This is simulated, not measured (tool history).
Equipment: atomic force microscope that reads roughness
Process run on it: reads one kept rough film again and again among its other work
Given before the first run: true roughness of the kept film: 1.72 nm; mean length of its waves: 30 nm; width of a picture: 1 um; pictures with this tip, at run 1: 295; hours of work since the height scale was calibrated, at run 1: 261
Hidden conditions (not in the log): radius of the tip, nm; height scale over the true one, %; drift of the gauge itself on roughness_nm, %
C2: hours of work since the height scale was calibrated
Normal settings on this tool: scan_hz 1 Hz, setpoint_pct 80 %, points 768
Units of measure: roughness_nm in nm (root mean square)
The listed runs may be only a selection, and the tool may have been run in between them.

Run 1, day 0: usual settings; pictures with this tip 295; C2 261. Result: roughness_nm 1.392 nm (root mean square).
Run 2, day 0.2: usual settings; pictures with this tip 305; C2 265. Result: roughness_nm 1.38 nm (root mean square).
Run 3, day 0.467: usual settings; pictures with this tip 319; C2 269. Result: roughness_nm 1.374 nm (root mean square).
Run 4, day 0.867: usual settings; pictures with this tip 340; C2 275. Result: roughness_nm 1.373 nm (root mean square).
At day 0.925: new tip fitted.
Run 5, day 1.262: usual settings but points 453; pictures with this tip 17; C2 281. Result: roughness_nm 1.545 nm (root mean square).
Run 6, day 1.612: usual settings; pictures with this tip 36; C2 287. Result: roughness_nm 1.54 nm (root mean square).
Run 7, day 2.05: usual settings; pictures with this tip 58; C2 294. Result: roughness_nm 1.533 nm (root mean square).
Run 8, day 2.304: usual settings; pictures with this tip 71; C2 298. Result: roughness_nm 1.519 nm (root mean square).
Run 9, day 2.508: usual settings but setpoint_pct 71 %; pictures with this tip 82; C2 301. Result: roughness_nm 1.536 nm (root mean square).
Run 10, day 2.788: usual settings but setpoint_pct 71 %; pictures with this tip 96; C2 305. Result: roughness_nm 1.538 nm (root mean square).
Run 11, day 2.983: usual settings; pictures with this tip 106; C2 308. Result: roughness_nm 1.496 nm (root mean square).
Run 12, day 3.221: usual settings; pictures with this tip 119; C2 312. Result: roughness_nm 1.491 nm (root mean square).
Run 13, day 3.483: usual settings; pictures with this tip 132; C2 316. Result: roughness_nm 1.478 nm (root mean square).
Run 14, day 3.725: usual settings; pictures with this tip 145; C2 320. Result: roughness_nm 1.466 nm (root mean square).
Run 15, day 4.096: usual settings; pictures with this tip 164; C2 326. Result: roughness_nm 1.462 nm (root mean square).
Run 16, day 4.467: usual settings; pictures with this tip 183; C2 332. Result: roughness_nm 1.443 nm (root mean square).
Run 17, day 4.746: usual settings; pictures with this tip 198; C2 336. Result: roughness_nm 1.446 nm (root mean square).
Run 18, day 5.029: usual settings; pictures with this tip 212; C2 341. Result: roughness_nm 1.428 nm (root mean square).
Run 19, day 5.342: usual settings; pictures with this tip 229; C2 346. Result: roughness_nm 1.433 nm (root mean square).
Run 20, day 5.65: usual settings; pictures with this tip 245; C2 351. Result: roughness_nm 1.416 nm (root mean square).
Run 21, day 5.892: usual settings; pictures with this tip 257; C2 355. Result: roughness_nm 1.405 nm (root mean square).
Run 22, day 6.283: usual settings; pictures with this tip 277; C2 361. Result: roughness_nm 1.397 nm (root mean square).
Run 23, day 6.608: usual settings; pictures with this tip 294; C2 366. Result: roughness_nm 1.391 nm (root mean square).
Run 24, day 6.962: usual settings; pictures with this tip 313; C2 372. Result: roughness_nm 1.372 nm (root mean square).
Run 25, day 7.167: usual settings but points 838; pictures with this tip 323; C2 375. Result: roughness_nm 1.369 nm (root mean square).
Run 26, day 7.45: usual settings but points 838; pictures with this tip 338; C2 379. Result: roughness_nm 1.358 nm (root mean square).
At day 7.567: new tip fitted.
Run 27, day 7.867: usual settings; pictures with this tip 15; C2 386. Result: roughness_nm 1.552 nm (root mean square).
Run 28, day 8.096: usual settings but setpoint_pct 66 %, points 282; pictures with this tip 27; C2 389. Result: roughness_nm 1.553 nm (root mean square).
Run 29, day 8.338: usual settings but scan_hz 1.87 Hz, setpoint_pct 78 %, points 448; pictures with this tip 40; C2 393. Result: roughness_nm 1.478 nm (root mean square).
Run 30, day 8.554: usual settings but scan_hz 1.52 Hz, setpoint_pct 62 %, points 510; pictures with this tip 51; C2 397. Result: roughness_nm 1.546 nm (root mean square).
Run 31, day 8.971: usual settings but scan_hz 1.9 Hz, setpoint_pct 84 %, points 510; pictures with this tip 73; C2 403. Result: roughness_nm 1.428 nm (root mean square).
Run 32, day 9.238: usual settings but scan_hz 1.9 Hz, setpoint_pct 84 %, points 510; pictures with this tip 86; C2 408. Result: roughness_nm 1.428 nm (root mean square).
Run 33, day 9.425: usual settings but scan_hz 1.9 Hz, setpoint_pct 84 %, points 510; pictures with this tip 96; C2 411. Result: roughness_nm 1.417 nm (root mean square).
Run 34, day 9.783: usual settings but scan_hz 3.1 Hz, setpoint_pct 84 %, points 607; pictures with this tip 115; C2 416. Result: roughness_nm 1.326 nm (root mean square).
At day 9.854: height scale calibrated on a step standard.
Run 35, day 10.021: usual settings but scan_hz 1.48 Hz, setpoint_pct 78 %, points 607; pictures with this tip 125; C2 3. Result: roughness_nm 1.474 nm (root mean square).
Run 36, day 10.242: usual settings but scan_hz 0.73 Hz, setpoint_pct 71 %, points 800; pictures with this tip 136; C2 6. Result: roughness_nm 1.51 nm (root mean square).
Run 37, day 10.425: usual settings but setpoint_pct 60 %; pictures with this tip 146; C2 9. Result: roughness_nm 1.51 nm (root mean square).
Run 38, day 10.708: usual settings but points 314; pictures with this tip 160; C2 14. Result: roughness_nm 1.451 nm (root mean square).
Run 39, day 10.892: usual settings but scan_hz 0.87 Hz, setpoint_pct 83 %, points 314; pictures with this tip 170; C2 16. Result: roughness_nm 1.449 nm (root mean square).
Run 40, day 11.221: usual settings but scan_hz 0.87 Hz, setpoint_pct 62 %, points 418; pictures with this tip 187; C2 22. Result: roughness_nm 1.472 nm (root mean square).
Run 41, day 11.417: usual settings but scan_hz 0.58 Hz, setpoint_pct 56 %, points 317; pictures with this tip 197; C2 25. Result: roughness_nm 1.488 nm (root mean square).
Run 42, day 11.704: usual settings but scan_hz 1.87 Hz, setpoint_pct 74 %, points 317; pictures with this tip 212; C2 29. Result: roughness_nm 1.403 nm (root mean square).
At day 11.846: height scale calibrated on a step standard, once more.
Run 43, day 12.046: usual settings but scan_hz 1.87 Hz, setpoint_pct 74 %, points 317; pictures with this tip 227; C2 3. Result: roughness_nm 1.372 nm (root mean square).
Run 44, day 12.354: usual settings but scan_hz 1.87 Hz, setpoint_pct 74 %, points 317; pictures with this tip 243; C2 8. Result: roughness_nm 1.373 nm (root mean square).
Run 45, day 12.683: usual settings but scan_hz 1.27 Hz, setpoint_pct 81 %, points 556; pictures with this tip 261; C2 13. Result: roughness_nm 1.371 nm (root mean square).
Run 46, day 12.875: usual settings but scan_hz 1.27 Hz, setpoint_pct 81 %, points 556; pictures with this tip 270; C2 16. Result: roughness_nm 1.347 nm (root mean square).
Run 47, day 13.288: usual settings but scan_hz 3.72 Hz, points 399; pictures with this tip 292; C2 23. Result: roughness_nm 1.241 nm (root mean square).
Run 48, day 13.575: usual settings but scan_hz 3.72 Hz, points 399; pictures with this tip 307; C2 28. Result: roughness_nm 1.228 nm (root mean square).
Run 49, day 13.896: usual settings but scan_hz 2.08 Hz, setpoint_pct 76 %; pictures with this tip 323; C2 33. Result: roughness_nm 1.317 nm (root mean square).
At day 14.288: new tip fitted.
Run 50, day 14.333: usual settings but scan_hz 2.08 Hz, setpoint_pct 78 %; pictures with this tip 2; C2 39. Result: roughness_nm 1.492 nm (root mean square).
Run 51, day 14.675: usual settings but scan_hz 1.53 Hz, setpoint_pct 66 %, points 334; pictures with this tip 20; C2 45. Result: roughness_nm 1.549 nm (root mean square).
Run 52, day 15.054: usual settings but scan_hz 2.37 Hz, setpoint_pct 65 %, points 288; pictures with this tip 39; C2 51. Result: roughness_nm 1.51 nm (root mean square).
Run 53, day 15.367: usual settings but scan_hz 2.72 Hz, setpoint_pct 70 %, points 290; pictures with this tip 55; C2 56. Result: roughness_nm 1.483 nm (root mean square).

Consider 3 possible next runs. They are alternatives, not a sequence: every one starts from the tool as it was left by run 53. What does each give?
Run A, day 15.775: usual settings but scan_hz 2.96 Hz, points 725; pictures with this tip 77; C2 62. Result: roughness_nm ?.
Run B, day 15.775: usual settings but scan_hz 3.75 Hz, setpoint_pct 79 %, points 943; pictures with this tip 77; C2 62. Result: roughness_nm ?.
Run C, day 15.775: usual settings but scan_hz 3.4 Hz, setpoint_pct 67 %, points 583; pictures with this tip 77; C2 62. Result: roughness_nm ?.

run  roughness_nm
  A         1.402
  B         1.367
  C         1.469
The same runs, with their run-to-run variation unchanged, on a tool lacking any hidden condition would have given:
run  roughness_nm
  A         1.455
  B         1.418
  C         1.525
